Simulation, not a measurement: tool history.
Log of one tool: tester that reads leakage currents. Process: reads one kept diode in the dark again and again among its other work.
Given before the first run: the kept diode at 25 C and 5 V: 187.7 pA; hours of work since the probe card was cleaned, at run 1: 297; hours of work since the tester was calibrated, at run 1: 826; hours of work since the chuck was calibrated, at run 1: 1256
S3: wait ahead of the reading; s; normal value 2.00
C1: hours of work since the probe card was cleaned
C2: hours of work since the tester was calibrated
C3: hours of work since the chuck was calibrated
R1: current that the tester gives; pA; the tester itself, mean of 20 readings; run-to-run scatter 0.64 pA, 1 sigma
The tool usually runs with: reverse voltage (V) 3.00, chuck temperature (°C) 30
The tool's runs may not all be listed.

{"run": 1, "hour": 0.0, "reverse voltage (V)": 3.0, "chuck temperature (°C)": 30, "S3": 2.0, "C1": 297, "C2": 826, "C3": 1256, "R1": 212.28}
{"run": 2, "hour": 47.7, "reverse voltage (V)": 3.0, "chuck temperature (°C)": 30, "S3": 2.0, "C1": 326, "C2": 854, "C3": 1285, "R1": 213.42}
{"run": 3, "hour": 92.4, "reverse voltage (V)": 1.95, "chuck temperature (°C)": 30, "S3": 2.0, "C1": 353, "C2": 881, "C3": 1312, "R1": 165.41}
{"hour": 106.4, "done": "chuck's temperature calibrated"}
{"run": 4, "hour": 162.3, "reverse voltage (V)": 1.95, "chuck temperature (°C)": 30, "S3": 2.0, "C1": 393, "C2": 921, "C3": 33, "R1": 165.52}
{"run": 5, "hour": 191.8, "reverse voltage (V)": 1.95, "chuck temperature (°C)": 30, "S3": 2.0, "C1": 411, "C2": 939, "C3": 51, "R1": 165.05}
{"run": 6, "hour": 228.9, "reverse voltage (V)": 1.95, "chuck temperature (°C)": 30, "S3": 2.0, "C1": 433, "C2": 961, "C3": 73, "R1": 165.02}
{"run": 7, "hour": 299.5, "reverse voltage (V)": 1.95, "chuck temperature (°C)": 30, "S3": 2.0, "C1": 475, "C2": 1003, "C3": 115, "R1": 164.56}
{"run": 8, "hour": 337.1, "reverse voltage (V)": 1.95, "chuck temperature (°C)": 30, "S3": 2.0, "C1": 497, "C2": 1026, "C3": 137, "R1": 164.63}
{"run": 9, "hour": 385.7, "reverse voltage (V)": 3.0, "chuck temperature (°C)": 30, "S3": 2.0, "C1": 526, "C2": 1054, "C3": 166, "R1": 211.57}
{"run": 10, "hour": 456.8, "reverse voltage (V)": 3.0, "chuck temperature (°C)": 49, "S3": 2.0, "C1": 569, "C2": 1097, "C3": 209, "R1": 926.92}
{"run": 11, "hour": 500.4, "reverse voltage (V)": 3.0, "chuck temperature (°C)": 30, "S3": 0.52, "C1": 595, "C2": 1123, "C3": 235, "R1": 213.43}
{"run": 12, "hour": 552.8, "reverse voltage (V)": 3.0, "chuck temperature (°C)": 30, "S3": 2.0, "C1": 626, "C2": 1154, "C3": 266, "R1": 212.04}
{"run": 13, "hour": 585.9, "reverse voltage (V)": 3.0, "chuck temperature (°C)": 35, "S3": 2.0, "C1": 646, "C2": 1174, "C3": 286, "R1": 316.69}
{"run": 14, "hour": 647.1, "reverse voltage (V)": 3.0, "chuck temperature (°C)": 35, "S3": 2.0, "C1": 682, "C2": 1210, "C3": 322, "R1": 317.34}
{"run": 15, "hour": 713.6, "reverse voltage (V)": 1.6, "chuck temperature (°C)": 30, "S3": 0.93, "C1": 722, "C2": 1250, "C3": 362, "R1": 147.82}
{"run": 16, "hour": 765.1, "reverse voltage (V)": 2.61, "chuck temperature (°C)": 30, "S3": 3.2, "C1": 752, "C2": 1281, "C3": 393, "R1": 195.66}
{"run": 17, "hour": 797.0, "reverse voltage (V)": 2.61, "chuck temperature (°C)": 30, "S3": 3.2, "C1": 771, "C2": 1300, "C3": 412, "R1": 195.31}
{"run": 18, "hour": 828.3, "reverse voltage (V)": 1.14, "chuck temperature (°C)": 50, "S3": 2.96, "C1": 790, "C2": 1318, "C3": 430, "R1": 563.56}
{"run": 19, "hour": 894.3, "reverse voltage (V)": 7.67, "chuck temperature (°C)": 46, "S3": 6.61, "C1": 829, "C2": 1358, "C3": 470, "R1": 1282.38}
{"run": 20, "hour": 952.3, "reverse voltage (V)": 7.67, "chuck temperature (°C)": 31, "S3": 6.61, "C1": 864, "C2": 1392, "C3": 504, "R1": 400.33}
{"run": 21, "hour": 1000.1, "reverse voltage (V)": 10.55, "chuck temperature (°C)": 30, "S3": 3.37, "C1": 892, "C2": 1421, "C3": 533, "R1": 442.99}
{"run": 22, "hour": 1040.3, "reverse voltage (V)": 10.55, "chuck temperature (°C)": 30, "S3": 3.37, "C1": 916, "C2": 1445, "C3": 557, "R1": 445.0}

Predict the results of run 23:
{"run": 23, "hour": 1107.7, "reverse voltage (V)": 1.47, "chuck temperature (°C)": 39, "S3": 5.49, "C1": 957, "C2": 1485, "C3": 597, "R1": "?"}

R1: 285.48 pA
The same run, on a tool lacking any hidden state, would have yielded R1 285.32 pA.

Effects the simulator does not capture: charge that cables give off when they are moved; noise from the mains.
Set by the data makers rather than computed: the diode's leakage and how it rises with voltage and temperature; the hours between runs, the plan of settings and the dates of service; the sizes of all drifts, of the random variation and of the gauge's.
